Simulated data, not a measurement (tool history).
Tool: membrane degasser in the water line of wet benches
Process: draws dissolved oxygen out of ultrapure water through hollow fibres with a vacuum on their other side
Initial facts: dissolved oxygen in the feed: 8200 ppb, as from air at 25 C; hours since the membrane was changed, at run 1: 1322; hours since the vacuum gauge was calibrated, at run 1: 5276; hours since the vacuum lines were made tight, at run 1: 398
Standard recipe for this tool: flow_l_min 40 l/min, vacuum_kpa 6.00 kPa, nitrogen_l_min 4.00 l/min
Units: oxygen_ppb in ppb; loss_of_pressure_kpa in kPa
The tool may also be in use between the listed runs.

run    hour  flow_l_min  vacuum_kpa  nitrogen_l_min  hours since the membrane was changed  hours since the vacuum gauge was calibrated  hours since the vacuum lines were made tight  oxygen_ppb  loss_of_pressure_kpa
  1     0.0          40        6.00            4.00                                  1322                                         5276                                           398        88.6                 27.57
  2    40.7          40        6.00            7.53                                  1363                                         5317                                           438        58.2                 27.03
  3    88.4          40        6.00            7.53                                  1411                                         5365                                           486        58.5                 27.17
  4   110.6          40        6.00            7.53                                  1433                                         5387                                           508        58.0                 27.45
  5   144.2          40        6.00            4.00                                  1467                                         5421                                           542        89.6                 27.45
  6   197.0          40        6.00            4.00                                  1519                                         5473                                           595        88.5                 27.43
  7   232.1          40        6.00            4.00                                  1555                                         5509                                           630        89.9                 27.35
  8   274.8          40        6.00            2.91                                  1597                                         5551                                           672       111.1                 27.58
  9   314.7          40        6.00            6.76                                  1637                                         5591                                           712        62.3                 27.40
 10   343.9          40        6.00            6.76                                  1666                                         5620                                           741        61.4                 27.62
 11   389.1          40        6.00            5.97                                  1711                                         5666                                           787        67.4                 27.39
 12   441.6          40        6.00            5.97                                  1764                                         5718                                           839        68.2                 27.44
 13   472.4          40        6.00            2.46                                  1795                                         5749                                           870       125.8                 27.48
 14   515.6          40        6.00            2.46                                  1838                                         5792                                           913       123.6                 27.38
      518.5  -- vacuum gauge calibrated
 15   545.6          40        6.00            2.46                                  1868                                           27                                           943       129.9                 27.51
 16   569.2          26        6.00            3.79                                  1891                                           51                                           966        59.2                 17.84
 17   604.5          37        9.24            9.04                                  1926                                           86                                          1002        79.1                 25.33
 18   637.9          40        6.00            5.61                                  1960                                          119                                          1035        73.0                 27.35
 19   691.2          59       13.41            3.53                                  2013                                          173                                          1088       418.6                 40.88
 20   735.4          59       13.41            3.53                                  2057                                          217                                          1132       421.3                 40.63
 21   769.5          59       13.41            3.53                                  2091                                          251                                          1167       420.1                 40.49
      781.0  -- vacuum gauge calibrated, once more
 22   814.1          59        7.63            3.53                                  2136                                           33                                          1211       203.0                 40.71
 23   846.3          59        7.63            8.93                                  2168                                           65                                          1243       111.9                 40.46
 24   893.0          40        6.00            3.01                                  2214                                          112                                          1290       104.8                 27.66
 25   925.2          40        6.00            3.01                                  2247                                          144                                          1322       105.4                 27.35
 26   977.0          28        6.00            2.08                                  2298                                          196                                          1374        97.3                 19.27
 27  1023.8          28        6.00            2.08                                  2345                                          243                                          1420        95.7                 19.06
 28  1055.9          40        5.23            2.28                                  2377                                          275                                          1452       100.2                 27.15

Alternative continuations, all from the tool just after run 28; predict every row:
  A  1095.2          45        3.63            6.78                                  2417                                          314                                          1492           ?                     ?
  B  1095.2          40       13.01            4.00                                  2417                                          314                                          1492           ?                     ?
  C  1095.2          40       10.67            4.04                                  2417                                          314                                          1492           ?                     ?
  D  1095.2          39        3.71            8.20                                  2417                                          314                                          1492           ?                     ?

run  oxygen_ppb  loss_of_pressure_kpa
  A        33.3                 30.96
  B       242.3                 27.90
  C       191.0                 27.55
  D        26.0                 26.63
The same runs, with their run-to-run variation unchanged, on a tool lacking any hidden condition would have given:
run  oxygen_ppb  loss_of_pressure_kpa
  A        31.9                 30.68
  B       240.8                 27.65
  C       189.6                 27.30
  D        25.0                 26.39

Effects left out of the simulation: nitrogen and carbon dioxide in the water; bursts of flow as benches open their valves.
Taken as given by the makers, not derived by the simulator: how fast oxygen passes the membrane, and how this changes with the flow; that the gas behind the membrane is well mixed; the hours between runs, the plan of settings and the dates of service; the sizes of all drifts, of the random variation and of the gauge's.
